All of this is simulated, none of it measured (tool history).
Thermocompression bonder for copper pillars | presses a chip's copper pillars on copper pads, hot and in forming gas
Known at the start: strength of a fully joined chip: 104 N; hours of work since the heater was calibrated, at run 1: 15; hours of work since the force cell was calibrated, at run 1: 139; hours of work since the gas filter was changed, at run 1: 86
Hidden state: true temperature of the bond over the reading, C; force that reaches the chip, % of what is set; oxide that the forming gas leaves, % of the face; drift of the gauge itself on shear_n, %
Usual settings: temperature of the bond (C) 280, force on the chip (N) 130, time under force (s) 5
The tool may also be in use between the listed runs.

run,hour,temperature of the bond (C),force on the chip (N),time under force (s),hours of work since the heater was calibrated,hours of work since the force cell was calibrated,hours of work since the gas filter was changed,force that shears a chip off (N)
1,0.0,280,130,5,15,139,86,58.9
2,13.2,280,130,5,22,146,94,59.0
3,29.5,280,130,5,32,156,103,59.3
4,49.4,280,130,5,43,167,114,58.9
5,72.1,280,130,5,56,180,127,59.6
6,87.2,280,130,5,64,188,136,57.8
7,103.6,280,130,5,74,198,145,60.0
8,116.1,280,130,5,81,205,152,58.5
# hour 134.4: forming gas filter changed
9,137.9,280,130,5,93,217,2,59.2
10,156.2,280,130,5,103,227,12,58.3
11,172.9,280,130,5,113,237,22,59.9
12,191.3,280,130,5,123,247,32,57.8
13,205.0,280,130,5,131,255,40,59.3
14,220.6,280,130,5,140,264,49,59.2
15,232.5,280,130,5,147,271,56,59.4
16,242.2,280,130,5,152,276,61,58.4
17,258.9,280,130,5,162,286,71,59.4
18,272.8,253,130,15,170,293,79,56.4
19,286.4,268,130,10,177,301,86,62.8
20,299.0,301,95,4,184,308,93,59.1
21,315.8,295,95,12,194,318,103,76.6
22,335.5,300,104,3,205,329,114,56.4
23,349.9,294,136,5,213,337,122,70.4
24,360.5,287,161,9,219,343,128,82.1
25,374.4,261,111,14,227,351,136,57.0
26,392.6,285,87,6,238,361,147,51.2
27,404.4,282,81,3,244,368,153,36.7
28,417.9,282,81,3,252,376,161,37.0
# hour 419.9: forming gas filter changed
29,434.0,285,95,3,261,385,8,44.2
30,449.2,285,95,3,269,393,17,43.2
31,472.4,285,95,3,283,407,30,42.2
32,491.8,294,85,9,294,418,41,65.8
33,515.0,274,149,4,307,431,54,56.1
34,535.5,253,86,4,319,442,66,24.6

5 ways to go on from here, each from the tool as it stands after run 34. What would each give?
A,557.0,297,79,13,331,455,78,?
B,557.0,280,130,12,331,455,78,?
C,557.0,259,89,6,331,455,78,?
D,557.0,278,165,5,331,455,78,?
E,557.0,277,86,5,331,455,78,?

run,force that shears a chip off (N)
A,72.3
B,77.3
C,34.6
D,66.3
E,42.8
Without the tool's hidden state the same runs would have given:
run,force that shears a chip off (N)
A,72.2
B,77.2
C,34.5
D,66.2
E,42.6
